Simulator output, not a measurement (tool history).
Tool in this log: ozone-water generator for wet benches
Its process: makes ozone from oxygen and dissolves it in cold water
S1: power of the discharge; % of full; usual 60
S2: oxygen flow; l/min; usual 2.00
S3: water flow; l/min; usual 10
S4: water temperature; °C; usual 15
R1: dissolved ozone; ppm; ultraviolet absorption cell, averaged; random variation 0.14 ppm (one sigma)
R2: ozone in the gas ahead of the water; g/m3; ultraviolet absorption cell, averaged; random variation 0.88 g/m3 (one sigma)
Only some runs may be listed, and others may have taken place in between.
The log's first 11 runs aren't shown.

run    hour  S1    S2  S3  S4    R1     R2
 12   557.5  93  2.00  10  13  19.9  182.0
      564.5  -- water thermometer calibrated
 13   606.1  93  2.00  10  13  19.6  181.8
 14   678.1  93  2.00  10  13  19.6  183.1
 15   709.3  43  2.00  10  15  12.0  113.4
 16   760.1  43  2.00  10  15  12.1  115.1
 17   817.9  43  2.00  10  15  12.1  114.0
      827.9  -- contactor cleaned
 18   875.4  46  1.79   9  11  14.2  126.2
 19   910.1  46  1.79   9  11  14.2  127.1
 20   942.8  46  1.79  10   7  13.4  126.5
 21  1013.5  49  2.00  11  15  12.1  124.0
     1066.3  -- contactor cleaned, once more
 22  1066.3  60  2.17   8  15  17.5  133.1
 23  1103.5  60  2.17   8  15  17.6  133.4
 24  1152.5  60  2.17   8  15  17.6  135.4
 25  1221.3  60  1.29   8   8  17.8  174.7
 26  1289.5  60  2.00   7  12  19.9  140.1
 27  1322.2  60  2.41  15  13  11.1  125.9
 28  1375.0  86  1.67  10   8  19.2  189.6
 29  1438.6  74  1.23   7  15  20.7  199.9
 30  1500.1  74  1.23   7  15  21.1  203.0
 31  1557.9  60  2.13   6  15  21.0  135.3
 32  1594.0  60  2.13   6  15  21.3  133.0
 33  1653.6  60  2.13   6  15  21.3  133.2

Predict each of these 3 candidate next runs independently; none follows another, all start after run 33:
  A  1698.1  60  2.13   6  11   ?   ?
  B  1698.1  67  2.00  10  15   ?   ?
  C  1698.1  73  2.00   6  13   ?   ?

run    R1     R2
  A  22.5  134.1
  B  15.9  147.0
  C  24.7  154.5
Without the tool's hidden state the same runs would have given:
run    R1     R2
  A  23.6  140.0
  B  16.8  153.9
  C  26.0  162.2

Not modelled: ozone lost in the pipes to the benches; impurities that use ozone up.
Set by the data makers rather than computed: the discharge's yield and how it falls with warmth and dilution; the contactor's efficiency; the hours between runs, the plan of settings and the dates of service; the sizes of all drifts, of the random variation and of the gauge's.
